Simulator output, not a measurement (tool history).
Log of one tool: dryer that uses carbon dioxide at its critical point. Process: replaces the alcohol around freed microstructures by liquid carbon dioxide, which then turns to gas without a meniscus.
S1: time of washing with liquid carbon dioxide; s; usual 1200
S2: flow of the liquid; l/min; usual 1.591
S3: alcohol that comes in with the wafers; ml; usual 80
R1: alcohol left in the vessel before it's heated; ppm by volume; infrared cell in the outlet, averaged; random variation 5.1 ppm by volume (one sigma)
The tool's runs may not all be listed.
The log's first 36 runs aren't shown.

| run | hour | S1 | S2 | S3 | R1 |
|---|---|---|---|---|---|
| 37 | 647.8 | 1200 | 1.591 | 88 | 167 |
| 38 | 670.9 | 1560 | 2.55 | 88 | 95 |
| 39 | 689.3 | 1200 | 1.03 | 58 | 437 |
|  | 703 | inlet filter changed |
| 40 | 704.5 | 720 | 2.03 | 58 | 234 |
| 41 | 726.6 | 720 | 2.03 | 58 | 234 |
| 42 | 748.7 | 720 | 2.03 | 58 | 252 |
| 43 | 763.7 | 1200 | 1.43 | 44 | 150 |
| 44 | 784.5 | 720 | 1.14 | 21 | 494 |
| 45 | 796.8 | 720 | 1.14 | 21 | 483 |
| 46 | 815.6 | 1500 | 2.41 | 21 | 104 |
| 47 | 827.7 | 1500 | 2.41 | 21 | 111 |

3 ways to go on from here, each from the tool as it stands after run 47. What would each give?
| A | 840.5 | 1380 | 2.41 | 24 | ? |
| B | 840.5 | 1260 | 1.09 | 42 | ? |
| C | 840.5 | 1200 | 1.33 | 23 | ? |

| run | R1 |
|---|---|
| A | 107 |
| B | 250 |
| C | 147 |
Without the tool's hidden state the same runs would have given:
| run | R1 |
|---|---|
| A | 6 |
| B | 126 |
| C | 39 |
